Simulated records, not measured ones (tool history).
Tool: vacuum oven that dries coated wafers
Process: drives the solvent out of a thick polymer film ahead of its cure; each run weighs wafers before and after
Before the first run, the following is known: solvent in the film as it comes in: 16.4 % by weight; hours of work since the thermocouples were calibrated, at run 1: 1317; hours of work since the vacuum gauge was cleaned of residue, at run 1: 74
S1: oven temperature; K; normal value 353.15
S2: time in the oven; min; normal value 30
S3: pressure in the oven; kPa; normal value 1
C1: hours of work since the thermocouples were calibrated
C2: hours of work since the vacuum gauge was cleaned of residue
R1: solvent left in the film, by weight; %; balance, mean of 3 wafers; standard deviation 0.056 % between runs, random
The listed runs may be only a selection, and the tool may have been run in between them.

{"run": 1, "hour": 0.0, "S1": 353.15, "S2": 30, "S3": 1, "C1": 1317, "C2": 74, "R1": 2.16}
{"run": 2, "hour": 13.3, "S1": 353.15, "S2": 28, "S3": 1, "C1": 1323, "C2": 80, "R1": 2.45}
{"run": 3, "hour": 23.3, "S1": 353.15, "S2": 30, "S3": 1, "C1": 1327, "C2": 84, "R1": 2.3}
{"run": 4, "hour": 31.7, "S1": 353.15, "S2": 30, "S3": 1, "C1": 1331, "C2": 88, "R1": 2.28}
{"run": 5, "hour": 38.7, "S1": 353.15, "S2": 30, "S3": 2, "C1": 1334, "C2": 91, "R1": 4.18}
{"run": 6, "hour": 46.2, "S1": 353.15, "S2": 30, "S3": 2, "C1": 1337, "C2": 94, "R1": 4.2}
{"run": 7, "hour": 56.3, "S1": 353.15, "S2": 20, "S3": 2, "C1": 1341, "C2": 98, "R1": 4.76}
{"run": 8, "hour": 64.7, "S1": 353.15, "S2": 20, "S3": 2, "C1": 1345, "C2": 102, "R1": 4.81}
{"run": 9, "hour": 79.9, "S1": 353.15, "S2": 16, "S3": 1.09, "C1": 1352, "C2": 109, "R1": 4.03}
{"run": 10, "hour": 93.9, "S1": 353.15, "S2": 16, "S3": 1.09, "C1": 1358, "C2": 115, "R1": 3.91}
{"run": 11, "hour": 108.5, "S1": 353.15, "S2": 16, "S3": 1, "C1": 1364, "C2": 121, "R1": 3.71}
{"run": 12, "hour": 122.8, "S1": 342.15, "S2": 43, "S3": 1.71, "C1": 1370, "C2": 127, "R1": 6.19}
{"run": 13, "hour": 133.1, "S1": 367.15, "S2": 30, "S3": 1.22, "C1": 1375, "C2": 132, "R1": 1.36}
{"run": 14, "hour": 140.3, "S1": 353.15, "S2": 30, "S3": 0.9, "C1": 1378, "C2": 135, "R1": 2.05}

Branching from run 14: 5 alternative next runs. What would each branch give?
{"run": "A", "hour": 152.9, "S1": 340.15, "S2": 23, "S3": 1, "C1": 1383, "C2": 141, "R1": "?"}
{"run": "B", "hour": 152.9, "S1": 353.15, "S2": 31, "S3": 0.9, "C1": 1383, "C2": 141, "R1": "?"}
{"run": "C", "hour": 152.9, "S1": 368.15, "S2": 52, "S3": 1.23, "C1": 1383, "C2": 141, "R1": "?"}
{"run": "D", "hour": 152.9, "S1": 367.15, "S2": 50, "S3": 1.73, "C1": 1383, "C2": 141, "R1": "?"}
{"run": "E", "hour": 152.9, "S1": 341.15, "S2": 17, "S3": 1.75, "C1": 1383, "C2": 141, "R1": "?"}

run=A R1=6.91
run=B R1=2.21
run=C R1=1.5
run=D R1=2.02
run=E R1=9.15
With no hidden state in the tool, these same runs would have given:
run=A R1=7.32
run=B R1=2.32
run=C R1=1.5
run=D R1=2.05
run=E R1=9.58

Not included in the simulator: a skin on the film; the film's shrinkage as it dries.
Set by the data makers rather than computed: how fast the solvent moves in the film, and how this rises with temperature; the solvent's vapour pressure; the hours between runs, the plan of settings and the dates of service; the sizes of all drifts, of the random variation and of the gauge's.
